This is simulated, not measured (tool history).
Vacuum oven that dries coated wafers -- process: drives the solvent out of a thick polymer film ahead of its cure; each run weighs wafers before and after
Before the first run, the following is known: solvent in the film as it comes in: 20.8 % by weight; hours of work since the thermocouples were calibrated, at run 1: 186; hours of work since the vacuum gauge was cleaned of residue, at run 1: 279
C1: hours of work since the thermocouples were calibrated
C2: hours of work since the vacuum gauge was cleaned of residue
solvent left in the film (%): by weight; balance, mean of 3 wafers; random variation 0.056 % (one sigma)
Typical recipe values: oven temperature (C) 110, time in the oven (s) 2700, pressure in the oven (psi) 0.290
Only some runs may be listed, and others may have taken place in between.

run 1 hour=0.0 | oven_temperature_(C)=110 time_in_the_oven_(s)=2700 pressure_in_the_oven_(psi)=0.290 | C1=186 C2=279 | solvent_left_in_the_film_(%)=2.60
run 2 hour=12.7 | oven_temperature_(C)=110 time_in_the_oven_(s)=2700 pressure_in_the_oven_(psi)=0.290 | C1=192 C2=285 | solvent_left_in_the_film_(%)=2.72
run 3 hour=28.3 | oven_temperature_(C)=110 time_in_the_oven_(s)=2700 pressure_in_the_oven_(psi)=0.290 | C1=199 C2=292 | solvent_left_in_the_film_(%)=2.62
run 4 hour=50.8 | oven_temperature_(C)=110 time_in_the_oven_(s)=2700 pressure_in_the_oven_(psi)=0.290 | C1=210 C2=302 | solvent_left_in_the_film_(%)=2.61
run 5 hour=69.6 | oven_temperature_(C)=110 time_in_the_oven_(s)=2700 pressure_in_the_oven_(psi)=0.290 | C1=218 C2=311 | solvent_left_in_the_film_(%)=2.57
run 6 hour=84.4 | oven_temperature_(C)=110 time_in_the_oven_(s)=2700 pressure_in_the_oven_(psi)=0.290 | C1=225 C2=318 | solvent_left_in_the_film_(%)=2.72
run 7 hour=100.4 | oven_temperature_(C)=110 time_in_the_oven_(s)=2700 pressure_in_the_oven_(psi)=0.290 | C1=232 C2=325 | solvent_left_in_the_film_(%)=2.57
run 8 hour=112.9 | oven_temperature_(C)=110 time_in_the_oven_(s)=2700 pressure_in_the_oven_(psi)=0.290 | C1=238 C2=331 | solvent_left_in_the_film_(%)=2.61
run 9 hour=129.0 | oven_temperature_(C)=110 time_in_the_oven_(s)=2700 pressure_in_the_oven_(psi)=0.290 | C1=245 C2=338 | solvent_left_in_the_film_(%)=2.64
run 10 hour=140.2 | oven_temperature_(C)=110 time_in_the_oven_(s)=2700 pressure_in_the_oven_(psi)=0.290 | C1=251 C2=343 | solvent_left_in_the_film_(%)=2.57
run 11 hour=156.0 | oven_temperature_(C)=110 time_in_the_oven_(s)=2700 pressure_in_the_oven_(psi)=0.290 | C1=258 C2=350 | solvent_left_in_the_film_(%)=2.62
run 12 hour=170.8 | oven_temperature_(C)=110 time_in_the_oven_(s)=2700 pressure_in_the_oven_(psi)=0.290 | C1=265 C2=357 | solvent_left_in_the_film_(%)=2.64
run 13 hour=187.8 | oven_temperature_(C)=110 time_in_the_oven_(s)=2700 pressure_in_the_oven_(psi)=0.290 | C1=272 C2=365 | solvent_left_in_the_film_(%)=2.66
run 14 hour=199.3 | oven_temperature_(C)=110 time_in_the_oven_(s)=2700 pressure_in_the_oven_(psi)=0.290 | C1=278 C2=370 | solvent_left_in_the_film_(%)=2.61
-- hour=202.7 oven's thermocouples calibrated
run 15 hour=218.7 | oven_temperature_(C)=110 time_in_the_oven_(s)=2700 pressure_in_the_oven_(psi)=0.239 | C1=7 C2=378 | solvent_left_in_the_film_(%)=2.44
run 16 hour=235.3 | oven_temperature_(C)=110 time_in_the_oven_(s)=2700 pressure_in_the_oven_(psi)=0.239 | C1=15 C2=386 | solvent_left_in_the_film_(%)=2.45
-- hour=240.8 oven's thermocouples calibrated, once more
run 17 hour=249.3 | oven_temperature_(C)=110 time_in_the_oven_(s)=2700 pressure_in_the_oven_(psi)=0.290 | C1=4 C2=391 | solvent_left_in_the_film_(%)=2.72
run 18 hour=271.7 | oven_temperature_(C)=110 time_in_the_oven_(s)=2700 pressure_in_the_oven_(psi)=0.290 | C1=14 C2=401 | solvent_left_in_the_film_(%)=2.69
run 19 hour=283.8 | oven_temperature_(C)=110 time_in_the_oven_(s)=2700 pressure_in_the_oven_(psi)=0.557 | C1=20 C2=407 | solvent_left_in_the_film_(%)=3.78
run 20 hour=300.3 | oven_temperature_(C)=110 time_in_the_oven_(s)=2700 pressure_in_the_oven_(psi)=0.557 | C1=27 C2=414 | solvent_left_in_the_film_(%)=3.77
run 21 hour=321.7 | oven_temperature_(C)=110 time_in_the_oven_(s)=3780 pressure_in_the_oven_(psi)=0.290 | C1=37 C2=424 | solvent_left_in_the_film_(%)=1.89
run 22 hour=332.7 | oven_temperature_(C)=110 time_in_the_oven_(s)=3540 pressure_in_the_oven_(psi)=0.290 | C1=42 C2=429 | solvent_left_in_the_film_(%)=1.88
run 23 hour=355.3 | oven_temperature_(C)=110 time_in_the_oven_(s)=3180 pressure_in_the_oven_(psi)=0.290 | C1=52 C2=440 | solvent_left_in_the_film_(%)=2.23
run 24 hour=373.3 | oven_temperature_(C)=121 time_in_the_oven_(s)=3180 pressure_in_the_oven_(psi)=0.181 | C1=61 C2=448 | solvent_left_in_the_film_(%)=0.80
run 25 hour=388.8 | oven_temperature_(C)=121 time_in_the_oven_(s)=3180 pressure_in_the_oven_(psi)=0.181 | C1=68 C2=455 | solvent_left_in_the_film_(%)=0.79
run 26 hour=404.2 | oven_temperature_(C)=110 time_in_the_oven_(s)=1680 pressure_in_the_oven_(psi)=0.264 | C1=75 C2=462 | solvent_left_in_the_film_(%)=4.71
run 27 hour=428.0 | oven_temperature_(C)=115 time_in_the_oven_(s)=1980 pressure_in_the_oven_(psi)=0.167 | C1=86 C2=473 | solvent_left_in_the_film_(%)=2.42
run 28 hour=452.4 | oven_temperature_(C)=106 time_in_the_oven_(s)=3420 pressure_in_the_oven_(psi)=0.806 | C1=97 C2=484 | solvent_left_in_the_film_(%)=5.25
run 29 hour=462.5 | oven_temperature_(C)=106 time_in_the_oven_(s)=3420 pressure_in_the_oven_(psi)=0.806 | C1=101 C2=489 | solvent_left_in_the_film_(%)=5.07
run 30 hour=474.8 | oven_temperature_(C)=123 time_in_the_oven_(s)=3420 pressure_in_the_oven_(psi)=0.806 | C1=107 C2=494 | solvent_left_in_the_film_(%)=2.36
run 31 hour=493.1 | oven_temperature_(C)=123 time_in_the_oven_(s)=3420 pressure_in_the_oven_(psi)=0.152 | C1=115 C2=503 | solvent_left_in_the_film_(%)=0.64
run 32 hour=508.5 | oven_temperature_(C)=123 time_in_the_oven_(s)=3420 pressure_in_the_oven_(psi)=0.152 | C1=123 C2=510 | solvent_left_in_the_film_(%)=0.55
run 33 hour=529.1 | oven_temperature_(C)=122 time_in_the_oven_(s)=3420 pressure_in_the_oven_(psi)=0.152 | C1=132 C2=519 | solvent_left_in_the_film_(%)=0.62
run 34 hour=550.3 | oven_temperature_(C)=122 time_in_the_oven_(s)=3420 pressure_in_the_oven_(psi)=0.152 | C1=142 C2=529 | solvent_left_in_the_film_(%)=0.63
run 35 hour=568.5 | oven_temperature_(C)=122 time_in_the_oven_(s)=3420 pressure_in_the_oven_(psi)=0.152 | C1=150 C2=537 | solvent_left_in_the_film_(%)=0.63
run 36 hour=591.1 | oven_temperature_(C)=122 time_in_the_oven_(s)=2280 pressure_in_the_oven_(psi)=0.152 | C1=160 C2=548 | solvent_left_in_the_film_(%)=1.01
run 37 hour=607.9 | oven_temperature_(C)=122 time_in_the_oven_(s)=2280 pressure_in_the_oven_(psi)=0.165 | C1=168 C2=555 | solvent_left_in_the_film_(%)=1.16
run 38 hour=627.9 | oven_temperature_(C)=115 time_in_the_oven_(s)=1320 pressure_in_the_oven_(psi)=0.421 | C1=177 C2=564 | solvent_left_in_the_film_(%)=5.36
run 39 hour=646.8 | oven_temperature_(C)=103 time_in_the_oven_(s)=2340 pressure_in_the_oven_(psi)=0.737 | C1=186 C2=573 | solvent_left_in_the_film_(%)=7.08
run 40 hour=671.1 | oven_temperature_(C)=105 time_in_the_oven_(s)=1500 pressure_in_the_oven_(psi)=0.190 | C1=197 C2=584 | solvent_left_in_the_film_(%)=6.54
run 41 hour=692.0 | oven_temperature_(C)=119 time_in_the_oven_(s)=2700 pressure_in_the_oven_(psi)=0.290 | C1=206 C2=594 | solvent_left_in_the_film_(%)=1.45
run 42 hour=702.7 | oven_temperature_(C)=119 time_in_the_oven_(s)=2700 pressure_in_the_oven_(psi)=0.290 | C1=211 C2=599 | solvent_left_in_the_film_(%)=1.38
run 43 hour=721.1 | oven_temperature_(C)=119 time_in_the_oven_(s)=2700 pressure_in_the_oven_(psi)=0.290 | C1=220 C2=607 | solvent_left_in_the_film_(%)=1.55
run 44 hour=741.9 | oven_temperature_(C)=110 time_in_the_oven_(s)=2700 pressure_in_the_oven_(psi)=0.390 | C1=229 C2=617 | solvent_left_in_the_film_(%)=3.23
run 45 hour=752.3 | oven_temperature_(C)=110 time_in_the_oven_(s)=3060 pressure_in_the_oven_(psi)=0.290 | C1=234 C2=621 | solvent_left_in_the_film_(%)=2.49
run 46 hour=773.4 | oven_temperature_(C)=99 time_in_the_oven_(s)=2880 pressure_in_the_oven_(psi)=0.145 | C1=244 C2=631 | solvent_left_in_the_film_(%)=4.38

Each run again, without the hidden state but with its own random variation kept:
Hidden conditions of the tool in this case: true wafer temperature over the reading, C; true pressure over the reading, kPa; drift of the gauge itself on solvent_pct, %.
run=1 solvent_left_in_the_film_(%)=2.61
run=2 solvent_left_in_the_film_(%)=2.73
run=3 solvent_left_in_the_film_(%)=2.62
run=4 solvent_left_in_the_film_(%)=2.60
run=5 solvent_left_in_the_film_(%)=2.56
run=6 solvent_left_in_the_film_(%)=2.70
run=7 solvent_left_in_the_film_(%)=2.55
run=8 solvent_left_in_the_film_(%)=2.59
run=9 solvent_left_in_the_film_(%)=2.62
run=10 solvent_left_in_the_film_(%)=2.54
run=11 solvent_left_in_the_film_(%)=2.59
run=12 solvent_left_in_the_film_(%)=2.61
run=13 solvent_left_in_the_film_(%)=2.63
run=14 solvent_left_in_the_film_(%)=2.57
run=15 solvent_left_in_the_film_(%)=2.41
run=16 solvent_left_in_the_film_(%)=2.42
run=17 solvent_left_in_the_film_(%)=2.64
run=18 solvent_left_in_the_film_(%)=2.60
run=19 solvent_left_in_the_film_(%)=3.69
run=20 solvent_left_in_the_film_(%)=3.67
run=21 solvent_left_in_the_film_(%)=1.80
run=22 solvent_left_in_the_film_(%)=1.78
run=23 solvent_left_in_the_film_(%)=2.12
run=24 solvent_left_in_the_film_(%)=0.72
run=25 solvent_left_in_the_film_(%)=0.72
run=26 solvent_left_in_the_film_(%)=4.59
run=27 solvent_left_in_the_film_(%)=2.31
run=28 solvent_left_in_the_film_(%)=5.09
run=29 solvent_left_in_the_film_(%)=4.91
run=30 solvent_left_in_the_film_(%)=2.27
run=31 solvent_left_in_the_film_(%)=0.57
run=32 solvent_left_in_the_film_(%)=0.47
run=33 solvent_left_in_the_film_(%)=0.53
run=34 solvent_left_in_the_film_(%)=0.55
run=35 solvent_left_in_the_film_(%)=0.55
run=36 solvent_left_in_the_film_(%)=0.91
run=37 solvent_left_in_the_film_(%)=1.05
run=38 solvent_left_in_the_film_(%)=5.19
run=39 solvent_left_in_the_film_(%)=6.84
run=40 solvent_left_in_the_film_(%)=6.32
run=41 solvent_left_in_the_film_(%)=1.32
run=42 solvent_left_in_the_film_(%)=1.25
run=43 solvent_left_in_the_film_(%)=1.42
run=44 solvent_left_in_the_film_(%)=3.02
run=45 solvent_left_in_the_film_(%)=2.29
run=46 solvent_left_in_the_film_(%)=4.09
